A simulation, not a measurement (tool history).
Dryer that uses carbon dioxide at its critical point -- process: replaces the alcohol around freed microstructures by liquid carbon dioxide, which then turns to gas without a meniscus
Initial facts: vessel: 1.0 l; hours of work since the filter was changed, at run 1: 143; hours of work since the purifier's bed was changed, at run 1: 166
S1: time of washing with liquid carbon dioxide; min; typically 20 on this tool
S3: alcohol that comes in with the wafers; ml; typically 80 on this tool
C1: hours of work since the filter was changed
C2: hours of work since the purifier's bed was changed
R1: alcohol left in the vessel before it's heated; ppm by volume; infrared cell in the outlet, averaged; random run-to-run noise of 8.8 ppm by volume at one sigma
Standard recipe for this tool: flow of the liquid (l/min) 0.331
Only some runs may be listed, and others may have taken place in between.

{"run": 1, "hour": 0.0, "S1": 20, "flow of the liquid (l/min)": 0.331, "S3": 80, "C1": 143, "C2": 166, "R1": 891}
{"run": 2, "hour": 8.1, "S1": 20, "flow of the liquid (l/min)": 0.331, "S3": 80, "C1": 148, "C2": 171, "R1": 964}
{"run": 3, "hour": 17.2, "S1": 20, "flow of the liquid (l/min)": 0.331, "S3": 80, "C1": 154, "C2": 176, "R1": 948}
{"run": 4, "hour": 23.7, "S1": 20, "flow of the liquid (l/min)": 0.331, "S3": 80, "C1": 158, "C2": 180, "R1": 979}
{"hour": 30.6, "done": "inlet filter changed"}
{"run": 5, "hour": 32.5, "S1": 20, "flow of the liquid (l/min)": 0.331, "S3": 80, "C1": 1, "C2": 185, "R1": 548}
{"run": 6, "hour": 40.0, "S1": 20, "flow of the liquid (l/min)": 0.331, "S3": 80, "C1": 6, "C2": 190, "R1": 548}
{"run": 7, "hour": 49.8, "S1": 20, "flow of the liquid (l/min)": 0.331, "S3": 80, "C1": 12, "C2": 196, "R1": 549}
{"run": 8, "hour": 58.0, "S1": 20, "flow of the liquid (l/min)": 0.331, "S3": 80, "C1": 17, "C2": 201, "R1": 557}
{"run": 9, "hour": 66.6, "S1": 20, "flow of the liquid (l/min)": 0.331, "S3": 80, "C1": 22, "C2": 206, "R1": 594}
{"run": 10, "hour": 74.0, "S1": 20, "flow of the liquid (l/min)": 0.331, "S3": 80, "C1": 27, "C2": 211, "R1": 595}
{"run": 11, "hour": 84.2, "S1": 20, "flow of the liquid (l/min)": 0.331, "S3": 80, "C1": 33, "C2": 217, "R1": 615}
{"run": 12, "hour": 91.6, "S1": 20, "flow of the liquid (l/min)": 0.331, "S3": 80, "C1": 37, "C2": 221, "R1": 616}
{"run": 13, "hour": 96.7, "S1": 20, "flow of the liquid (l/min)": 0.331, "S3": 80, "C1": 41, "C2": 225, "R1": 626}
{"run": 14, "hour": 102.3, "S1": 20, "flow of the liquid (l/min)": 0.331, "S3": 80, "C1": 44, "C2": 228, "R1": 669}
{"run": 15, "hour": 109.2, "S1": 20, "flow of the liquid (l/min)": 0.331, "S3": 80, "C1": 48, "C2": 232, "R1": 652}
{"run": 16, "hour": 117.1, "S1": 20, "flow of the liquid (l/min)": 0.331, "S3": 80, "C1": 53, "C2": 237, "R1": 643}
{"run": 17, "hour": 122.2, "S1": 20, "flow of the liquid (l/min)": 0.331, "S3": 80, "C1": 56, "C2": 240, "R1": 689}
{"run": 18, "hour": 128.4, "S1": 20, "flow of the liquid (l/min)": 0.331, "S3": 80, "C1": 60, "C2": 244, "R1": 702}
{"run": 19, "hour": 132.5, "S1": 20, "flow of the liquid (l/min)": 0.421, "S3": 80, "C1": 63, "C2": 247, "R1": 229}
{"run": 20, "hour": 137.9, "S1": 20, "flow of the liquid (l/min)": 0.421, "S3": 80, "C1": 66, "C2": 250, "R1": 245}
{"run": 21, "hour": 145.9, "S1": 20, "flow of the liquid (l/min)": 0.421, "S3": 80, "C1": 71, "C2": 255, "R1": 238}
{"run": 22, "hour": 152.1, "S1": 20, "flow of the liquid (l/min)": 0.466, "S3": 76, "C1": 75, "C2": 259, "R1": 162}
{"run": 23, "hour": 156.3, "S1": 20, "flow of the liquid (l/min)": 0.466, "S3": 76, "C1": 77, "C2": 261, "R1": 159}
{"run": 24, "hour": 162.8, "S1": 20, "flow of the liquid (l/min)": 0.466, "S3": 76, "C1": 81, "C2": 265, "R1": 157}
{"run": 25, "hour": 171.1, "S1": 23, "flow of the liquid (l/min)": 0.23, "S3": 76, "C1": 86, "C2": 270, "R1": 1705}
{"run": 26, "hour": 181.3, "S1": 23, "flow of the liquid (l/min)": 0.23, "S3": 76, "C1": 93, "C2": 277, "R1": 1756}
{"run": 27, "hour": 187.5, "S1": 19, "flow of the liquid (l/min)": 0.497, "S3": 110, "C1": 96, "C2": 280, "R1": 218}
{"run": 28, "hour": 197.6, "S1": 22, "flow of the liquid (l/min)": 0.372, "S3": 80, "C1": 103, "C2": 287, "R1": 314}
{"run": 29, "hour": 204.9, "S1": 22, "flow of the liquid (l/min)": 0.372, "S3": 80, "C1": 107, "C2": 291, "R1": 336}
{"run": 30, "hour": 214.8, "S1": 32, "flow of the liquid (l/min)": 0.247, "S3": 80, "C1": 113, "C2": 297, "R1": 376}
{"run": 31, "hour": 225.0, "S1": 18, "flow of the liquid (l/min)": 0.521, "S3": 96, "C1": 120, "C2": 303, "R1": 227}
{"run": 32, "hour": 232.6, "S1": 17, "flow of the liquid (l/min)": 0.521, "S3": 64, "C1": 124, "C2": 308, "R1": 220}
{"run": 33, "hour": 238.2, "S1": 20, "flow of the liquid (l/min)": 0.233, "S3": 80, "C1": 128, "C2": 312, "R1": 3175}
{"run": 34, "hour": 242.6, "S1": 23, "flow of the liquid (l/min)": 0.233, "S3": 67, "C1": 130, "C2": 314, "R1": 1702}
{"run": 35, "hour": 248.4, "S1": 23, "flow of the liquid (l/min)": 0.233, "S3": 67, "C1": 134, "C2": 318, "R1": 1698}
{"run": 36, "hour": 253.7, "S1": 19, "flow of the liquid (l/min)": 0.44, "S3": 117, "C1": 137, "C2": 321, "R1": 479}
{"run": 37, "hour": 259.8, "S1": 13, "flow of the liquid (l/min)": 0.308, "S3": 113, "C1": 141, "C2": 325, "R1": 7508}
{"run": 38, "hour": 264.7, "S1": 13, "flow of the liquid (l/min)": 0.308, "S3": 113, "C1": 144, "C2": 328, "R1": 7540}

Here are 5 independent what-if runs from the current tool condition. What would each one return?
{"run": "A", "hour": 269.3, "S1": 18, "flow of the liquid (l/min)": 0.308, "S3": 113, "C1": 147, "C2": 331, "R1": "?"}
{"run": "B", "hour": 269.3, "S1": 14, "flow of the liquid (l/min)": 0.308, "S3": 113, "C1": 147, "C2": 331, "R1": "?"}
{"run": "C", "hour": 269.3, "S1": 20, "flow of the liquid (l/min)": 0.415, "S3": 89, "C1": 147, "C2": 331, "R1": "?"}
{"run": "D", "hour": 269.3, "S1": 20, "flow of the liquid (l/min)": 0.271, "S3": 44, "C1": 147, "C2": 331, "R1": "?"}
{"run": "E", "hour": 269.3, "S1": 13, "flow of the liquid (l/min)": 0.5, "S3": 58, "C1": 147, "C2": 331, "R1": "?"}

run=A R1=2734
run=B R1=6055
run=C R1=411
run=D R1=1153
run=E R1=832
Without the tool's unlogged condition, the same runs would have read:
run=A R1=1546
run=B R1=3915
run=C R1=158
run=D R1=636
run=E R1=411
